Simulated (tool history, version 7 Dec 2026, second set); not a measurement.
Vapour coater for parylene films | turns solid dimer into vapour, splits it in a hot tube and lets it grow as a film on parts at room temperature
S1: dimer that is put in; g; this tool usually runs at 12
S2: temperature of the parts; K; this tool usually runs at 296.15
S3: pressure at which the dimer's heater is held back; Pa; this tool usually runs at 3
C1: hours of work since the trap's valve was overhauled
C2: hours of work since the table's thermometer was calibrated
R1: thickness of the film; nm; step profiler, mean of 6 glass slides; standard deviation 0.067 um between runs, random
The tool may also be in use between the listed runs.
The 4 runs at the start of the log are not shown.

Run 5, hour 138.4: usual settings; C1 186; C2 518. Result: R1 7840 nm.
Run 6, hour 159.3: usual settings but S3 2.58 Pa; C1 195; C2 527. Result: R1 8300 nm.
Run 7, hour 205.6: usual settings; C1 216; C2 548. Result: R1 7880 nm.
Run 8, hour 228.2: usual settings; C1 226; C2 558. Result: R1 7930 nm.
Run 9, hour 251: usual settings; C1 236; C2 568. Result: R1 7910 nm.
Run 10, hour 296.6: usual settings; C1 256; C2 589. Result: R1 7850 nm.
Run 11, hour 323.2: usual settings; C1 268; C2 601. Result: R1 7950 nm.
Run 12, hour 345: usual settings; C1 278; C2 610. Result: R1 7880 nm.
Run 13, hour 393.4: usual settings; C1 299; C2 632. Result: R1 7960 nm.
Run 14, hour 440.4: usual settings but S1 8 g; C1 320; C2 653. Result: R1 5280 nm.
Run 15, hour 483.3: usual settings but S1 8 g; C1 339; C2 672. Result: R1 5320 nm.
Run 16, hour 532.5: usual settings but S1 9 g; C1 361; C2 694. Result: R1 5920 nm.
Run 17, hour 561.9: usual settings but S1 9 g; C1 375; C2 707. Result: R1 5920 nm.
At hour 568.4: trap's valve overhauled.
Run 18, hour 596.4: usual settings but S1 9 g; C1 12; C2 721. Result: R1 6010 nm.

What does the tool deliver on the next run?
Run 19, hour 630.2: usual settings but S1 18 g, S2 292.15 K, S3 3.7 Pa; C1 28; C2 736. Result: R1 ?.

Run 19 yielded R1 13850 nm.
With no hidden state in the tool, this same run would have given R1 13840 nm.
